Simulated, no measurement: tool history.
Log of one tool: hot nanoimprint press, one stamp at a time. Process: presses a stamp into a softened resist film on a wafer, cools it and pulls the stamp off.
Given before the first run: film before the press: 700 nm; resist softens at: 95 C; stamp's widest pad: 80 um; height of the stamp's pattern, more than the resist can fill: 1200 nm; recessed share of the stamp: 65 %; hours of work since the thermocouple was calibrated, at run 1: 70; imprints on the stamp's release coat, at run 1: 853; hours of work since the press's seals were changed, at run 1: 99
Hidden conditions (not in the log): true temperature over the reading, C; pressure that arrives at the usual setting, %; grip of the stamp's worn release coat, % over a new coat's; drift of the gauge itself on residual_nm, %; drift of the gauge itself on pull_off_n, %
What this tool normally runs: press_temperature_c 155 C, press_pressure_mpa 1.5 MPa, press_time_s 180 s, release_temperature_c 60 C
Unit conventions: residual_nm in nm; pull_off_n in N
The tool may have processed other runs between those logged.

| run | hour | press_temperature_c | press_pressure_mpa | press_time_s | release_temperature_c | hours of work since the thermocouple was calibrated | imprints on the stamp's release coat | hours of work since the press's seals were changed | residual_nm | pull_off_n |
|---|---|---|---|---|---|---|---|---|---|---|
| 1 | 0 | 155 | 1.5 | 180 | 60 | 70 | 853 | 99 | 360.7 | 157 |
| 2 | 39.3 | 155 | 1.5 | 180 | 60 | 93 | 956 | 122 | 364.4 | 164 |
| 3 | 83.8 | 155 | 1.5 | 180 | 60 | 120 | 1072 | 148 | 359.7 | 167 |
| 4 | 114.1 | 155 | 1.5 | 180 | 60 | 137 | 1151 | 166 | 363.9 | 176 |
| 5 | 161.3 | 155 | 1.5 | 142 | 60 | 165 | 1275 | 193 | 387.5 | 187 |
| 6 | 184.2 | 163 | 1.5 | 180 | 60 | 178 | 1335 | 207 | 270.1 | 180 |
| 7 | 213.5 | 163 | 1.5 | 180 | 60 | 196 | 1411 | 224 | 273.3 | 186 |
| 8 | 240.1 | 163 | 1.5 | 180 | 60 | 211 | 1481 | 239 | 268.7 | 194 |
|  | 270.7 | stamp cleaned and given a new release coat |
| 9 | 298.2 | 155 | 1.5 | 180 | 60 | 242 | 72 | 270 | 353.9 | 120 |
| 10 | 345.7 | 155 | 1.5 | 150 | 60 | 270 | 196 | 298 | 377.5 | 132 |
| 11 | 389.4 | 155 | 1.5 | 180 | 48 | 295 | 310 | 323 | 356.8 | 159 |
| 12 | 444.7 | 155 | 1.5 | 180 | 60 | 328 | 455 | 356 | 350.8 | 144 |
| 13 | 488.8 | 155 | 1.5 | 180 | 60 | 354 | 570 | 382 | 352.6 | 144 |
| 14 | 511.8 | 155 | 1.5 | 180 | 60 | 367 | 630 | 395 | 345.2 | 147 |
| 15 | 564.8 | 155 | 1.5 | 190 | 60 | 398 | 768 | 426 | 345.1 | 150 |
| 16 | 607.5 | 155 | 1.5 | 190 | 60 | 423 | 880 | 451 | 346.8 | 153 |
| 17 | 643.6 | 155 | 1.5 | 190 | 60 | 444 | 974 | 473 | 346.1 | 157 |
| 18 | 684.8 | 153 | 1.3 | 295 | 60 | 468 | 1082 | 497 | 344 | 164 |
| 19 | 712.2 | 153 | 1.3 | 295 | 60 | 485 | 1154 | 513 | 342.9 | 166 |
| 20 | 736.2 | 165 | 1.5 | 180 | 60 | 499 | 1217 | 527 | 246.4 | 174 |
| 21 | 781.7 | 165 | 1.5 | 117 | 60 | 525 | 1335 | 554 | 284.3 | 179 |
|  | 836.5 | press's hydraulic seals changed and the load cell set to zero |
| 22 | 839.7 | 155 | 1.5 | 111 | 60 | 555 | 1466 | 2 | 392.6 | 185 |
|  | 878.7 | stamp cleaned and given a new release coat |
| 23 | 879.7 | 155 | 1.5 | 111 | 60 | 575 | 3 | 22 | 393.2 | 118 |
| 24 | 902.8 | 149 | 1.5 | 180 | 51 | 588 | 63 | 35 | 416.4 | 139 |
|  | 923.9 | plate thermocouple calibrated |
| 25 | 933.1 | 149 | 1.5 | 180 | 51 | 5 | 135 | 51 | 451.6 | 152 |
| 26 | 963.8 | 149 | 1.5 | 180 | 51 | 23 | 215 | 69 | 453.6 | 152 |
| 27 | 1010 | 158 | 1.81 | 314 | 51 | 51 | 336 | 97 | 249.2 | 161 |
| 28 | 1044.7 | 155 | 1.43 | 180 | 60 | 71 | 426 | 117 | 378.4 | 142 |
| 29 | 1083.8 | 155 | 1.5 | 180 | 64 | 94 | 529 | 140 | 367.9 | 139 |

Predict each of these 5 candidate next runs independently; none follows another, all start after run 29:
| A | 1118 | 155 | 1.5 | 180 | 65 | 114 | 618 | 160 | ? | ? |
| B | 1118 | 162 | 1.5 | 162 | 46 | 114 | 618 | 160 | ? | ? |
| C | 1118 | 155 | 1.91 | 180 | 68 | 114 | 618 | 160 | ? | ? |
| D | 1118 | 155 | 1.95 | 180 | 54 | 114 | 618 | 160 | ? | ? |
| E | 1118 | 155 | 2.03 | 180 | 60 | 114 | 618 | 160 | ? | ? |

| run | residual_nm | pull_off_n |
|---|---|---|
| A | 368.1 | 136 |
| B | 294.9 | 183 |
| C | 323.5 | 136 |
| D | 317.7 | 162 |
| E | 313.8 | 152 |
The same runs, with their run-to-run variation unchanged, on a tool lacking any hidden condition would have given:
| run | residual_nm | pull_off_n |
|---|---|---|
| A | 371.7 | 114 |
| B | 297.5 | 152 |
| C | 326.2 | 114 |
| D | 320.4 | 136 |
| E | 316.3 | 127 |
